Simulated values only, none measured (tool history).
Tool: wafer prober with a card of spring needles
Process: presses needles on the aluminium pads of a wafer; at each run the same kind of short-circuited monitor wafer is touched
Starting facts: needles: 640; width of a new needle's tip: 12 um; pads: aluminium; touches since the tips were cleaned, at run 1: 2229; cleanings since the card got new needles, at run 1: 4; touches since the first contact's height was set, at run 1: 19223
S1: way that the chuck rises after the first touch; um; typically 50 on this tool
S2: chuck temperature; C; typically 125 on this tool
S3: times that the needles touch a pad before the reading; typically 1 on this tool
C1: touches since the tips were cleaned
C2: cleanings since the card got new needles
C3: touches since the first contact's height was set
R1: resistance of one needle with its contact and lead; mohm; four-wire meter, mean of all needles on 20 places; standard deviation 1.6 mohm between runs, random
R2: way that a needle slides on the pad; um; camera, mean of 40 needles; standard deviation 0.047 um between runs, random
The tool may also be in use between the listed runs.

| run | day | S1 | S2 | S3 | C1 | C2 | C3 | R1 | R2 |
|---|---|---|---|---|---|---|---|---|---|
| 1 | 0 | 50 | 125 | 1 | 2229 | 4 | 19223 | 164 | 10.68 |
|  | 0.121 | tips cleaned on abrasive film |
| 2 | 0.433 | 50 | 125 | 1 | 3410 | 5 | 23940 | 164 | 10.74 |
|  | 0.479 | tips cleaned on abrasive film |
| 3 | 0.733 | 50 | 125 | 1 | 2799 | 6 | 27199 | 164 | 10.7 |
|  | 0.808 | tips cleaned on abrasive film |
|  | 1.133 | tips cleaned on abrasive film |
| 4 | 1.212 | 50 | 67 | 1 | 875 | 8 | 32389 | 153 | 10.65 |
|  | 1.483 | tips cleaned on abrasive film |
| 5 | 1.483 | 50 | 67 | 1 | 0 | 9 | 35364 | 154 | 10.73 |
| 6 | 1.783 | 50 | 67 | 1 | 3269 | 9 | 38633 | 154 | 10.69 |
|  | 1.817 | tips cleaned on abrasive film |
|  | 2.138 | tips cleaned on abrasive film |
| 7 | 2.338 | 50 | 125 | 1 | 2210 | 11 | 44667 | 164 | 10.72 |
|  | 2.496 | tips cleaned on abrasive film |
|  | 2.846 | tips cleaned on abrasive film |
| 8 | 2.908 | 50 | 125 | 1 | 673 | 13 | 50861 | 165 | 10.81 |
|  | 3.179 | tips cleaned on abrasive film |
| 9 | 3.392 | 36 | 125 | 1 | 2337 | 14 | 56140 | 169 | 7.71 |
|  | 3.538 | tips cleaned on abrasive film |
| 10 | 3.8 | 50 | 125 | 2 | 2895 | 15 | 60614 | 164 | 10.77 |
|  | 3.908 | tips cleaned on abrasive film |
| 11 | 4.15 | 50 | 125 | 1 | 2672 | 16 | 64416 | 165 | 10.75 |
|  | 4.258 | tips cleaned on abrasive film |
|  | 4.483 | height of the first contact set anew |
|  | 4.596 | tips cleaned on abrasive film |
| 12 | 4.708 | 50 | 84 | 1 | 1278 | 18 | 2454 | 156 | 10.75 |
|  | 4.95 | tips cleaned on abrasive film |
| 13 | 5.129 | 50 | 84 | 1 | 1979 | 19 | 7049 | 155 | 10.71 |
|  | 5.296 | tips cleaned on abrasive film |
| 14 | 5.604 | 50 | 84 | 1 | 3369 | 20 | 12198 | 154 | 10.7 |
|  | 5.65 | tips cleaned on abrasive film |
|  | 6.017 | tips cleaned on abrasive film |
| 15 | 6.017 | 50 | 84 | 1 | 0 | 22 | 16672 | 155 | 10.79 |
|  | 6.342 | tips cleaned on abrasive film |
| 16 | 6.583 | 50 | 84 | 1 | 2647 | 23 | 22854 | 156 | 10.75 |
|  | 6.667 | tips cleaned on abrasive film |
|  | 7.004 | tips cleaned on abrasive film |
| 17 | 7.138 | 33 | 125 | 2 | 1443 | 25 | 28870 | 172 | 7.06 |
|  | 7.354 | tips cleaned on abrasive film |
| 18 | 7.646 | 55 | 109 | 1 | 3207 | 26 | 34452 | 158 | 11.81 |
|  | 7.679 | tips cleaned on abrasive film |
|  | 8.029 | tips cleaned on abrasive film |
| 19 | 8.058 | 31 | 125 | 1 | 305 | 28 | 38910 | 171 | 6.58 |
|  | 8.371 | tips cleaned on abrasive film |
| 20 | 8.617 | 31 | 125 | 1 | 2679 | 29 | 45005 | 175 | 6.61 |
|  | 8.692 | tips cleaned on abrasive film |
|  | 9.042 | tips cleaned on abrasive film |
| 21 | 9.129 | 31 | 125 | 1 | 946 | 31 | 50577 | 174 | 6.64 |
|  | 9.375 | tips cleaned on abrasive film |
| 22 | 9.629 | 31 | 125 | 1 | 2788 | 32 | 56029 | 174 | 6.67 |
|  | 9.725 | tips cleaned on abrasive film |
|  | 10.058 | tips cleaned on abrasive film |
| 23 | 10.075 | 31 | 55 | 1 | 157 | 34 | 60851 | 157 | 6.65 |
|  | 10.429 | tips cleaned on abrasive film |
| 24 | 10.562 | 31 | 55 | 1 | 1490 | 35 | 66202 | 160 | 6.57 |
|  | 10.742 | height of the first contact set anew |
|  | 10.8 | tips cleaned on abrasive film |
| 25 | 11.104 | 31 | 55 | 1 | 3368 | 36 | 3946 | 159 | 6.64 |
|  | 11.142 | tips cleaned on abrasive film |
|  | 11.492 | tips cleaned on abrasive film |
| 26 | 11.662 | 50 | 28 | 1 | 1882 | 38 | 9991 | 145 | 10.75 |
|  | 11.817 | tips cleaned on abrasive film |
| 27 | 11.962 | 50 | 58 | 1 | 1594 | 39 | 13262 | 151 | 10.7 |
|  | 12.167 | tips cleaned on abrasive film |
|  | 12.5 | tips cleaned on abrasive film |
| 28 | 12.512 | 36 | 28 | 1 | 147 | 41 | 19230 | 148 | 7.71 |
|  | 12.838 | tips cleaned on abrasive film |
| 29 | 12.838 | 36 | 28 | 1 | 0 | 42 | 22750 | 151 | 7.73 |
|  | 13.188 | tips cleaned on abrasive film |
| 30 | 13.371 | 37 | 28 | 1 | 2042 | 43 | 28600 | 152 | 7.93 |
|  | 13.546 | tips cleaned on abrasive film |
| 31 | 13.862 | 44 | 125 | 2 | 3459 | 44 | 33950 | 165 | 9.41 |
|  | 13.892 | tips cleaned on abrasive film |
| 32 | 14.112 | 50 | 125 | 1 | 2434 | 45 | 36686 | 165 | 10.72 |

What differs in the tool's unlogged condition from the final listed run ahead of each entry between runs to the first listed run following it?
After run 1, before run 2: tips cleaned on abrasive film (day 0.121)
  debris on the tips, nm: 1.5 -> 2.1
After run 2, before run 3: tips cleaned on abrasive film (day 0.479)
  debris on the tips, nm: 2.1 -> 1.9
After run 3, before run 4: tips cleaned on abrasive film (day 0.808); tips cleaned on abrasive film (day 1.133)
  debris on the tips, nm: 1.9 -> 1
After run 4, before run 5: tips cleaned on abrasive film (day 1.483)
  debris on the tips, nm: 1 -> 0.2
After run 6, before run 7: tips cleaned on abrasive film (day 1.817); tips cleaned on abrasive film (day 2.138)
  debris on the tips, nm: 2 -> 1.7; way that the needles fall short of the set height, um: 0.01 -> 0.02; tips' diameter, um: 12 -> 12.01
After run 7, before run 8: tips cleaned on abrasive film (day 2.496); tips cleaned on abrasive film (day 2.846)
  debris on the tips, nm: 1.7 -> 0.9
After run 8, before run 9: tips cleaned on abrasive film (day 3.179)
  debris on the tips, nm: 0.9 -> 1.7
After run 9, before run 10: tips cleaned on abrasive film (day 3.538)
  debris on the tips, nm: 1.7 -> 1.8
After run 10, before run 11: tips cleaned on abrasive film (day 3.908)
  no hidden state differs between the two runs
After run 11, before run 12: tips cleaned on abrasive film (day 4.258); height of the first contact set anew (day 4.483); tips cleaned on abrasive film (day 4.596)
  debris on the tips, nm: 1.8 -> 1.2; way that the needles fall short of the set height, um: 0.02 -> 0
After run 12, before run 13: tips cleaned on abrasive film (day 4.95)
  debris on the tips, nm: 1.2 -> 1.6
After run 13, before run 14: tips cleaned on abrasive film (day 5.296)
  debris on the tips, nm: 1.6 -> 2; way that the needles fall short of the set height, um: 0 -> 0.01
After run 14, before run 15: tips cleaned on abrasive film (day 5.65); tips cleaned on abrasive film (day 6.017)
  debris on the tips, nm: 2 -> 0.2
After run 15, before run 16: tips cleaned on abrasive film (day 6.342)
  debris on the tips, nm: 0.2 -> 1.9
After run 16, before run 17: tips cleaned on abrasive film (day 6.667); tips cleaned on abrasive film (day 7.004)
  debris on the tips, nm: 1.9 -> 1.4
After run 17, before run 18: tips cleaned on abrasive film (day 7.354)
  debris on the tips, nm: 1.4 -> 2.1
After run 18, before run 19: tips cleaned on abrasive film (day 7.679); tips cleaned on abrasive film (day 8.029)
  debris on the tips, nm: 2.1 -> 0.5; way that the needles fall short of the set height, um: 0.01 -> 0.02
After run 19, before run 20: tips cleaned on abrasive film (day 8.371)
  debris on the tips, nm: 0.5 -> 1.8
After run 20, before run 21: tips cleaned on abrasive film (day 8.692); tips cleaned on abrasive film (day 9.042)
  debris on the tips, nm: 1.8 -> 1; tips' diameter, um: 12.01 -> 12.02
After run 21, before run 22: tips cleaned on abrasive film (day 9.375)
  debris on the tips, nm: 1 -> 1.9
After run 22, before run 23: tips cleaned on abrasive film (day 9.725); tips cleaned on abrasive film (day 10.058)
  debris on the tips, nm: 1.9 -> 0.3; way that the needles fall short of the set height, um: 0.02 -> 0.03
After run 23, before run 24: tips cleaned on abrasive film (day 10.429)
  debris on the tips, nm: 0.3 -> 1.4
After run 24, before run 25: height of the first contact set anew (day 10.742); tips cleaned on abrasive film (day 10.8)
  debris on the tips, nm: 1.4 -> 2; way that the needles fall short of the set height, um: 0.03 -> 0
After run 25, before run 26: tips cleaned on abrasive film (day 11.142); tips cleaned on abrasive film (day 11.492)
  debris on the tips, nm: 2 -> 1.5
After run 26, before run 27: tips cleaned on abrasive film (day 11.817)
  way that the needles fall short of the set height, um: 0 -> 0.01
After run 27, before run 28: tips cleaned on abrasive film (day 12.167); tips cleaned on abrasive film (day 12.5)
  debris on the tips, nm: 1.5 -> 0.3
After run 28, before run 29: tips cleaned on abrasive film (day 12.838)
  debris on the tips, nm: 0.3 -> 0.2
After run 29, before run 30: tips cleaned on abrasive film (day 13.188)
  debris on the tips, nm: 0.2 -> 1.6
After run 30, before run 31: tips cleaned on abrasive film (day 13.546)
  debris on the tips, nm: 1.6 -> 2.2
After run 31, before run 32: tips cleaned on abrasive film (day 13.892)
  debris on the tips, nm: 2.2 -> 1.7
